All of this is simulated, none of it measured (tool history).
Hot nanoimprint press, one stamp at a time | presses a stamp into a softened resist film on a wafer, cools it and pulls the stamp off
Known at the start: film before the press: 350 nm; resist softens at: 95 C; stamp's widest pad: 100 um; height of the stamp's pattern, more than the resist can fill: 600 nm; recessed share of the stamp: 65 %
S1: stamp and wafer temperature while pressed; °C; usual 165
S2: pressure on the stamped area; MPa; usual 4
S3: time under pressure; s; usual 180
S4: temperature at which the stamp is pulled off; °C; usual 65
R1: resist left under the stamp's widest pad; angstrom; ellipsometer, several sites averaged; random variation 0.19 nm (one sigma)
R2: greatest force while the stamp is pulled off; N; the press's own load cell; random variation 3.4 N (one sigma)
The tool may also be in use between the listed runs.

| run | hour | S1 | S2 | S3 | S4 | R1 | R2 |
|---|---|---|---|---|---|---|---|
| 1 | 0 | 165 | 4 | 180 | 65 | 1446 | 359 |
| 2 | 14.4 | 165 | 4 | 180 | 65 | 1445 | 381 |
| 3 | 23.3 | 165 | 4 | 180 | 65 | 1448 | 394 |
| 4 | 31.5 | 165 | 3.47 | 180 | 65 | 1555 | 376 |
| 5 | 40.4 | 165 | 4 | 180 | 65 | 1443 | 388 |
|  | 58.5 | stamp cleaned and given a new release coat |
| 6 | 60.9 | 165 | 4 | 180 | 65 | 1440 | 159 |
| 7 | 71 | 165 | 4 | 212 | 65 | 1361 | 163 |
| 8 | 79.3 | 165 | 4 | 180 | 65 | 1442 | 165 |
| 9 | 91.9 | 165 | 4 | 180 | 65 | 1439 | 164 |
| 10 | 98.2 | 165 | 4 | 180 | 52 | 1441 | 185 |
| 11 | 114 | 165 | 4 | 180 | 52 | 1438 | 192 |
| 12 | 124.9 | 165 | 4 | 180 | 52 | 1439 | 192 |
| 13 | 132.9 | 165 | 3 | 147 | 55 | 1782 | 192 |
| 14 | 141.2 | 165 | 4.3 | 334 | 67 | 1096 | 179 |
| 15 | 155.8 | 165 | 2.67 | 276 | 52 | 1520 | 209 |
| 16 | 164.3 | 161 | 4 | 97 | 65 | 2004 | 184 |
| 17 | 175 | 161 | 4 | 143 | 65 | 1772 | 188 |
| 18 | 188.7 | 165 | 4.92 | 180 | 57 | 1285 | 200 |
| 19 | 200.9 | 160 | 4.27 | 130 | 71 | 1826 | 181 |
| 20 | 208 | 175 | 4.27 | 127 | 71 | 1149 | 192 |
| 21 | 218 | 175 | 4.27 | 127 | 71 | 1152 | 200 |
|  | 225.8 | plate thermocouple calibrated |
| 22 | 227.4 | 175 | 4.27 | 127 | 71 | 1182 | 196 |

4 ways to go on from here, each from the tool as it stands after run 22. What would each give?
| A | 238.3 | 162 | 4 | 180 | 66 | ? | ? |
| B | 238.3 | 175 | 4.27 | 110 | 71 | ? | ? |
| C | 238.3 | 175 | 4.27 | 127 | 66 | ? | ? |
| D | 238.3 | 165 | 2.45 | 127 | 71 | ? | ? |

| run | R1 | R2 |
|---|---|---|
| A | 1625 | 205 |
| B | 1243 | 201 |
| C | 1178 | 205 |
| D | 2084 | 200 |
Without the tool's hidden state the same runs would have given:
| run | R1 | R2 |
|---|---|---|
| A | 1622 | 161 |
| B | 1240 | 159 |
| C | 1176 | 162 |
| D | 2082 | 157 |
